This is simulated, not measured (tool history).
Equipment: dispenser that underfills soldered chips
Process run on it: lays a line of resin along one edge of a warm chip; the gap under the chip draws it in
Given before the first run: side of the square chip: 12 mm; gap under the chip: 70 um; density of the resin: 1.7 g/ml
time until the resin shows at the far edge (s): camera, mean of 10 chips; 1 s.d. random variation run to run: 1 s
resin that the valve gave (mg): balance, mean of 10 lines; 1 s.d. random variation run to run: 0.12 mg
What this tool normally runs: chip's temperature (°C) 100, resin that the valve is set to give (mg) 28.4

run	hour	chip's temperature (°C)	resin that the valve is set to give (mg)	time until the resin shows at the far edge (s)	resin that the valve gave (mg)
1	0	100	28.4	94.9	28.14
2	5.6	100	28.4	116.3	28.05
# hour 8.1: new syringe of resin
3	11.6	100	28.4	107.3	27.97
# hour 15.2: new syringe of resin
4	18.2	100	28.4	103.8	27.72
# hour 23.5: new syringe of resin
5	26.8	100	28.4	104	28.03
# hour 31: new syringe of resin
# hour 38.8: new syringe of resin
6	40.4	106	28.4	80.8	27.8
# hour 46.4: new syringe of resin
7	50.1	97	28.4	120.7	27.7
# hour 53.6: new syringe of resin
8	57	100	27.9	105.1	27.21
# hour 60.9: new syringe of resin
# hour 67.2: dispensing valve cleaned and set on the balance
# hour 69.4: new syringe of resin
9	71	100	27.9	97.5	27.89
# hour 77.1: new syringe of resin
10	77.5	100	27.9	97	27.7
11	83.5	100	28.4	117	28.09
# hour 84.6: new syringe of resin
# hour 91.8: new syringe of resin
12	91.8	100	28.4	94.8	28.29
# hour 99.7: new syringe of resin
13	102.1	100	28.4	102.5	28.09
# hour 107.6: new syringe of resin
14	112.1	91	28.4	150.5	28.17
# hour 115.2: new syringe of resin
# hour 122.9: new syringe of resin
15	125.2	100	28.4	101.4	28.13
# hour 130.7: new syringe of resin
16	137.3	100	28.4	119.1	27.97
# hour 138.2: new syringe of resin
17	143.8	100	28.4	114.8	27.93
# hour 145.4: new syringe of resin
18	150.3	100	28.4	113.5	27.73
# hour 153: new syringe of resin
# hour 160.6: new syringe of resin
19	160.7	104	24.9	83.8	24.41
# hour 168.1: new syringe of resin
20	170.2	111	25.3	69.3	24.73
# hour 175.7: new syringe of resin
21	180.9	106	25.3	93.2	24.87
# hour 183.3: new syringe of resin
22	189.7	88	30.1	180.3	29.48
# hour 191.2: new syringe of resin
23	196.7	94	30.1	135.2	28.97
# hour 198.5: new syringe of resin
# hour 205.6: new syringe of resin
# hour 207.8: dispensing valve cleaned and set on the balance
24	208.8	112	32.3	65.5	32.26
# hour 213.9: new syringe of resin
25	214.8	89	35.1	139.7	34.97
26	220.5	98	36.9	124.5	36.48
# hour 221.7: new syringe of resin
# hour 229: new syringe of resin
27	232.9	95	35.6	122.5	35.2
# hour 237.4: new syringe of resin
28	238.9	95	35.6	112.9	35.36
# hour 244.9: new syringe of resin
29	250.6	112	32.5	75.1	32.04
# hour 252.9: new syringe of resin
# hour 260.1: new syringe of resin
30	260.6	107	30.4	73.3	29.87
# hour 268: new syringe of resin
31	272.6	100	34	108.5	33.4
# hour 275.8: new syringe of resin
# hour 283.2: new syringe of resin
32	286.6	106	25.9	86	25.27
# hour 291.3: new syringe of resin
33	294.4	107	35.3	80.8	34.34
# hour 299.3: new syringe of resin
34	302.2	107	35.3	80.2	34.44
# hour 307: new syringe of resin
# hour 314.7: new syringe of resin
35	316	102	25.6	90.3	24.89

Predict each of these 3 candidate next runs independently; none follows another, all start after run 35:
# hour 321.9: new syringe of resin
A	326.1	115	33.9	?	?
# hour 321.9: new syringe of resin
B	326.1	86	36.4	?	?
# hour 321.9: new syringe of resin
C	326.1	95	28.4	?	?

run	time until the resin shows at the far edge (s)	resin that the valve gave (mg)
A	65.5	32.91
B	172.9	35.08
C	128.5	27.8
With no hidden state in the tool, these same runs would have given:
run	time until the resin shows at the far edge (s)	resin that the valve gave (mg)
A	58.7	33.95
B	156.2	36.19
C	115.5	28.67

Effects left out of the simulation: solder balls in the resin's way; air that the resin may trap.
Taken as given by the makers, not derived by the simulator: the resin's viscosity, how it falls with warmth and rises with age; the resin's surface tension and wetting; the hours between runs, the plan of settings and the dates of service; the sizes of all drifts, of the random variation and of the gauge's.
